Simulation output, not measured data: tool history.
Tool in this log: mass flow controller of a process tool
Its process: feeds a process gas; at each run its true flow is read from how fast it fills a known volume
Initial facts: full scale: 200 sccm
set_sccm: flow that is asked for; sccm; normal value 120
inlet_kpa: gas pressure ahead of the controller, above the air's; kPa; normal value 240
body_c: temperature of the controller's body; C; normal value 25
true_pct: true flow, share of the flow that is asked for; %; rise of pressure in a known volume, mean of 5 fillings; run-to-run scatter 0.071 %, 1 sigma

run    hour  set_sccm  inlet_kpa  body_c  true_pct
  1     0.0       120        240      25    101.05
  2    96.7       120        240      25    100.89
  3   227.3       120        240      25    101.08
  4   373.7       120        166      25    100.37
  5   491.6       120        240      25    100.95
  6   612.8       120        240      25    101.01
  7   802.7       120        240      25    101.11
  8   992.1       120        240      25    101.22
  9  1200.0       120        240      25    101.14
 10  1324.4        77        240      25    100.67
 11  1442.7       120        240      25    101.29
 12  1542.4       120        240      23    100.87
 13  1670.0       120        147      25    100.42
 14  1764.5       120        199      25    100.82
 15  1873.1       120        199      25    101.00
 16  2046.0       120        199      25    101.04
 17  2217.8        31        240      25     99.42
 18  2349.9        31        240      25     99.42
 19  2493.1        31        240      25     99.38
 20  2695.9       120        233      25    101.27
 21  2917.8       120        233      25    101.27
 22  3091.2       120        177      25    100.89
 23  3184.6       120        177      25    100.74
 24  3309.9        35        240      33    100.58
     3328.5  -- controller's zero set anew
 25  3518.4        35        240      33    100.02
 26  3703.3        24        192      30     98.22
 27  3878.9        24        192      30     98.11
 28  4033.6       112        210      39    102.53
     4130.9  -- controller's zero set anew, once more
 29  4192.8       112        210      39    103.33
 30  4297.7       112        210      39    103.41
 31  4495.9       112        143      29    101.81
 32  4663.4       112        143      29    101.72
 33  4881.4       112        143      29    101.97
 34  5087.4       112        217      25    102.08
 35  5192.6       112        217      36    103.28
 36  5409.2        46        233      31    102.53
 37  5547.4       120        153      27    101.90
 38  5644.8       120        153      27    102.05
 39  5786.3        28        266      32    102.74
 40  5902.0        74        184      22    101.39
 41  6102.7        74        184      22    101.49
 42  6312.2        81        179      30    102.44
     6387.5  -- controller exchanged for a calibrated one
 43  6408.6       120        240      34    100.89
 44  6560.3        26        240      34    100.57
 45  6710.9       195        156      24     99.52

Consider 3 possible next runs. They are alternatives, not a sequence: every one starts from the tool as it was left by run 45. What does each give?
  A  6922.4        37        165      23         ?
  B  6922.4       195        156      22         ?
  C  6922.4        47        156      24         ?

run  true_pct
  A     98.78
  B     99.34
  C     98.79
What these runs would have given with no unlogged condition in the tool:
run  true_pct
  A     98.85
  B     99.31
  C     98.83
